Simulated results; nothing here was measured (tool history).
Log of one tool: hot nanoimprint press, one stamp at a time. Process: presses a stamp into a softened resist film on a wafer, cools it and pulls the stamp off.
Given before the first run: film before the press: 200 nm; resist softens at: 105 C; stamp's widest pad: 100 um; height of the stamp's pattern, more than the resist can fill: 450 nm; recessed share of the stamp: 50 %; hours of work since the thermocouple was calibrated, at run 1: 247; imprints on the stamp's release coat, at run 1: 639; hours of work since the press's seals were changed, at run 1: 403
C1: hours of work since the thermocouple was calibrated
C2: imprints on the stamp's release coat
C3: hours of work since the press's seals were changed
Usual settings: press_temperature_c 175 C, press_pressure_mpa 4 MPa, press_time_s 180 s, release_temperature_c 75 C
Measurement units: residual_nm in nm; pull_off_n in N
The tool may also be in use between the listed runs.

run 1 hour=0 | press_temperature_c=175 press_pressure_mpa=4 press_time_s=180 release_temperature_c=75 | C1=247 C2=639 C3=403 | residual_nm=71.2 pull_off_n=233.5
run 2 hour=27.8 | press_temperature_c=175 press_pressure_mpa=4 press_time_s=180 release_temperature_c=75 | C1=264 C2=735 C3=420 | residual_nm=70.6 pull_off_n=233.8
run 3 hour=51.1 | press_temperature_c=175 press_pressure_mpa=4 press_time_s=180 release_temperature_c=75 | C1=279 C2=816 C3=435 | residual_nm=71.7 pull_off_n=233.8
run 4 hour=76.9 | press_temperature_c=175 press_pressure_mpa=4 press_time_s=180 release_temperature_c=75 | C1=295 C2=905 C3=451 | residual_nm=71.2 pull_off_n=234.9
run 5 hour=103.8 | press_temperature_c=175 press_pressure_mpa=4 press_time_s=180 release_temperature_c=75 | C1=311 C2=999 C3=467 | residual_nm=71.4 pull_off_n=234.5
-- hour=120.7 stamp cleaned and given a new release coat
run 6 hour=137 | press_temperature_c=175 press_pressure_mpa=4 press_time_s=180 release_temperature_c=75 | C1=328 C2=57 C3=484 | residual_nm=71.2 pull_off_n=232.9
run 7 hour=166.5 | press_temperature_c=175 press_pressure_mpa=4.2 press_time_s=180 release_temperature_c=75 | C1=346 C2=159 C3=502 | residual_nm=68.7 pull_off_n=233.6
run 8 hour=193.3 | press_temperature_c=175 press_pressure_mpa=4 press_time_s=194 release_temperature_c=75 | C1=363 C2=252 C3=519 | residual_nm=68.3 pull_off_n=235.2
run 9 hour=213.8 | press_temperature_c=169 press_pressure_mpa=4 press_time_s=194 release_temperature_c=75 | C1=375 C2=324 C3=531 | residual_nm=94.5 pull_off_n=233.8
run 10 hour=235.6 | press_temperature_c=169 press_pressure_mpa=4 press_time_s=194 release_temperature_c=75 | C1=389 C2=399 C3=545 | residual_nm=94.1 pull_off_n=234.6
run 11 hour=249.6 | press_temperature_c=169 press_pressure_mpa=4 press_time_s=194 release_temperature_c=75 | C1=397 C2=448 C3=553 | residual_nm=94.6 pull_off_n=234.8
run 12 hour=269.2 | press_temperature_c=175 press_pressure_mpa=4 press_time_s=180 release_temperature_c=75 | C1=409 C2=516 C3=565 | residual_nm=70.7 pull_off_n=233.8
-- hour=285 plate thermocouple calibrated
run 13 hour=297.8 | press_temperature_c=175 press_pressure_mpa=4 press_time_s=180 release_temperature_c=75 | C1=8 C2=605 C3=581 | residual_nm=70.2 pull_off_n=232.6
run 14 hour=317.4 | press_temperature_c=175 press_pressure_mpa=4 press_time_s=180 release_temperature_c=75 | C1=20 C2=673 C3=593 | residual_nm=70.5 pull_off_n=232.9
run 15 hour=347.6 | press_temperature_c=175 press_pressure_mpa=4 press_time_s=180 release_temperature_c=75 | C1=39 C2=777 C3=612 | residual_nm=70.3 pull_off_n=234.6
run 16 hour=368.8 | press_temperature_c=175 press_pressure_mpa=4 press_time_s=180 release_temperature_c=75 | C1=52 C2=851 C3=625 | residual_nm=70.4 pull_off_n=235.1
run 17 hour=397.7 | press_temperature_c=175 press_pressure_mpa=4 press_time_s=115 release_temperature_c=75 | C1=69 C2=951 C3=643 | residual_nm=84.3 pull_off_n=234.3
run 18 hour=418.4 | press_temperature_c=175 press_pressure_mpa=4 press_time_s=107 release_temperature_c=75 | C1=82 C2=1023 C3=656 | residual_nm=85.6 pull_off_n=233.1
-- hour=429.2 stamp cleaned and given a new release coat
run 19 hour=438.8 | press_temperature_c=181 press_pressure_mpa=4 press_time_s=180 release_temperature_c=75 | C1=91 C2=33 C3=664 | residual_nm=51.3 pull_off_n=232.4
run 20 hour=464.2 | press_temperature_c=175 press_pressure_mpa=4 press_time_s=180 release_temperature_c=61 | C1=107 C2=121 C3=680 | residual_nm=70.1 pull_off_n=270.3
run 21 hour=477.9 | press_temperature_c=169 press_pressure_mpa=4 press_time_s=180 release_temperature_c=75 | C1=115 C2=168 C3=688 | residual_nm=96.7 pull_off_n=234.1
-- hour=495.3 press's hydraulic seals changed and the load cell set to zero
run 22 hour=508.8 | press_temperature_c=179 press_pressure_mpa=6.3 press_time_s=180 release_temperature_c=75 | C1=129 C2=248 C3=8 | residual_nm=45.2 pull_off_n=233.9
run 23 hour=530.5 | press_temperature_c=179 press_pressure_mpa=6.3 press_time_s=180 release_temperature_c=67 | C1=143 C2=323 C3=22 | residual_nm=45.5 pull_off_n=255.4
run 24 hour=545.5 | press_temperature_c=179 press_pressure_mpa=6.3 press_time_s=180 release_temperature_c=67 | C1=152 C2=375 C3=31 | residual_nm=45.1 pull_off_n=251.7
run 25 hour=568.8 | press_temperature_c=171 press_pressure_mpa=4 press_time_s=180 release_temperature_c=75 | C1=166 C2=456 C3=45 | residual_nm=85.9 pull_off_n=232.1
run 26 hour=590 | press_temperature_c=171 press_pressure_mpa=4 press_time_s=180 release_temperature_c=75 | C1=179 C2=530 C3=58 | residual_nm=85.6 pull_off_n=233.7
run 27 hour=610.5 | press_temperature_c=187 press_pressure_mpa=2.44 press_time_s=134 release_temperature_c=64 | C1=192 C2=601 C3=71 | residual_nm=55.9 pull_off_n=264.3
run 28 hour=625.6 | press_temperature_c=187 press_pressure_mpa=2.44 press_time_s=119 release_temperature_c=64 | C1=201 C2=653 C3=80 | residual_nm=58.2 pull_off_n=263.9
run 29 hour=641.2 | press_temperature_c=187 press_pressure_mpa=4.62 press_time_s=119 release_temperature_c=64 | C1=211 C2=707 C3=90 | residual_nm=42.7 pull_off_n=265.2

4 ways to go on from here, each from the tool as it stands after run 29. What would each give?
run A hour=660.2 | press_temperature_c=175 press_pressure_mpa=4 press_time_s=145 release_temperature_c=81 | C1=222 C2=773 C3=102 | residual_nm=? pull_off_n=?
run B hour=660.2 | press_temperature_c=186 press_pressure_mpa=4.72 press_time_s=97 release_temperature_c=75 | C1=222 C2=773 C3=102 | residual_nm=? pull_off_n=?
run C hour=660.2 | press_temperature_c=184 press_pressure_mpa=3.63 press_time_s=180 release_temperature_c=78 | C1=222 C2=773 C3=102 | residual_nm=? pull_off_n=?
run D hour=660.2 | press_temperature_c=175 press_pressure_mpa=4.33 press_time_s=219 release_temperature_c=75 | C1=222 C2=773 C3=102 | residual_nm=? pull_off_n=?

run=A residual_nm=75.7 pull_off_n=218.4
run=B residual_nm=48.3 pull_off_n=232.6
run=C residual_nm=45.9 pull_off_n=226.1
run=D residual_nm=61 pull_off_n=233.4
Stripped of hidden state, with their random variation kept, the same runs would have yielded:
run=A residual_nm=77.2 pull_off_n=218
run=B residual_nm=49.3 pull_off_n=232.1
run=C residual_nm=46.8 pull_off_n=225.6
run=D residual_nm=62.2 pull_off_n=232.9
